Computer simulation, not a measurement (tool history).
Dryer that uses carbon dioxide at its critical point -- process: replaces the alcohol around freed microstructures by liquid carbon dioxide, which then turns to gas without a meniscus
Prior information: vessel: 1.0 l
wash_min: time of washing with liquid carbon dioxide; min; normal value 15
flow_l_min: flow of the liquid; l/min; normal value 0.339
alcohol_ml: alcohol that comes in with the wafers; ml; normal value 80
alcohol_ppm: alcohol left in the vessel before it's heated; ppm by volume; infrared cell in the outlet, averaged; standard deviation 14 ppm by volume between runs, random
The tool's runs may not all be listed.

{"run": 1, "day": 0.0, "wash_min": 15, "flow_l_min": 0.339, "alcohol_ml": 80, "alcohol_ppm": 1224}
{"run": 2, "day": 0.592, "wash_min": 15, "flow_l_min": 0.339, "alcohol_ml": 80, "alcohol_ppm": 1225}
{"run": 3, "day": 1.712, "wash_min": 15, "flow_l_min": 0.339, "alcohol_ml": 80, "alcohol_ppm": 1274}
{"run": 4, "day": 2.342, "wash_min": 15, "flow_l_min": 0.339, "alcohol_ml": 80, "alcohol_ppm": 1327}
{"run": 5, "day": 3.188, "wash_min": 15, "flow_l_min": 0.41, "alcohol_ml": 80, "alcohol_ppm": 632}
{"run": 6, "day": 3.712, "wash_min": 15, "flow_l_min": 0.339, "alcohol_ml": 80, "alcohol_ppm": 1409}
{"run": 7, "day": 4.292, "wash_min": 15, "flow_l_min": 0.246, "alcohol_ml": 80, "alcohol_ppm": 4175}
{"run": 8, "day": 5.325, "wash_min": 15, "flow_l_min": 0.246, "alcohol_ml": 80, "alcohol_ppm": 4212}
{"run": 9, "day": 6.288, "wash_min": 15, "flow_l_min": 0.246, "alcohol_ml": 80, "alcohol_ppm": 4341}
{"run": 10, "day": 7.367, "wash_min": 15, "flow_l_min": 0.246, "alcohol_ml": 80, "alcohol_ppm": 4405}
{"run": 11, "day": 8.229, "wash_min": 15, "flow_l_min": 0.246, "alcohol_ml": 80, "alcohol_ppm": 4658}
{"run": 12, "day": 9.304, "wash_min": 15, "flow_l_min": 0.246, "alcohol_ml": 21, "alcohol_ppm": 1269}
{"run": 13, "day": 10.412, "wash_min": 13, "flow_l_min": 0.246, "alcohol_ml": 21, "alcohol_ppm": 1905}
{"run": 14, "day": 11.142, "wash_min": 13, "flow_l_min": 0.246, "alcohol_ml": 21, "alcohol_ppm": 1920}
{"run": 15, "day": 11.754, "wash_min": 13, "flow_l_min": 0.246, "alcohol_ml": 21, "alcohol_ppm": 1979}
{"day": 11.983, "done": "inlet filter changed"}
{"run": 16, "day": 12.467, "wash_min": 18, "flow_l_min": 0.339, "alcohol_ml": 80, "alcohol_ppm": 397}
{"run": 17, "day": 13.004, "wash_min": 19, "flow_l_min": 0.471, "alcohol_ml": 25, "alcohol_ppm": 70}
{"run": 18, "day": 14.183, "wash_min": 19, "flow_l_min": 0.471, "alcohol_ml": 46, "alcohol_ppm": 79}
{"run": 19, "day": 14.833, "wash_min": 15, "flow_l_min": 0.491, "alcohol_ml": 80, "alcohol_ppm": 208}
{"run": 20, "day": 15.742, "wash_min": 15, "flow_l_min": 0.491, "alcohol_ml": 80, "alcohol_ppm": 212}
{"run": 21, "day": 16.329, "wash_min": 18, "flow_l_min": 0.382, "alcohol_ml": 44, "alcohol_ppm": 185}
{"run": 22, "day": 17.367, "wash_min": 18, "flow_l_min": 0.382, "alcohol_ml": 44, "alcohol_ppm": 184}

Predict the results of run 23:
{"run": 23, "day": 18.567, "wash_min": 10, "flow_l_min": 0.511, "alcohol_ml": 80, "alcohol_ppm": "?"}

{"run 23": {"alcohol_ppm": 1236}}
Minus the tool's unlogged condition, the same run would have read alcohol_ppm 913 ppm by volume.

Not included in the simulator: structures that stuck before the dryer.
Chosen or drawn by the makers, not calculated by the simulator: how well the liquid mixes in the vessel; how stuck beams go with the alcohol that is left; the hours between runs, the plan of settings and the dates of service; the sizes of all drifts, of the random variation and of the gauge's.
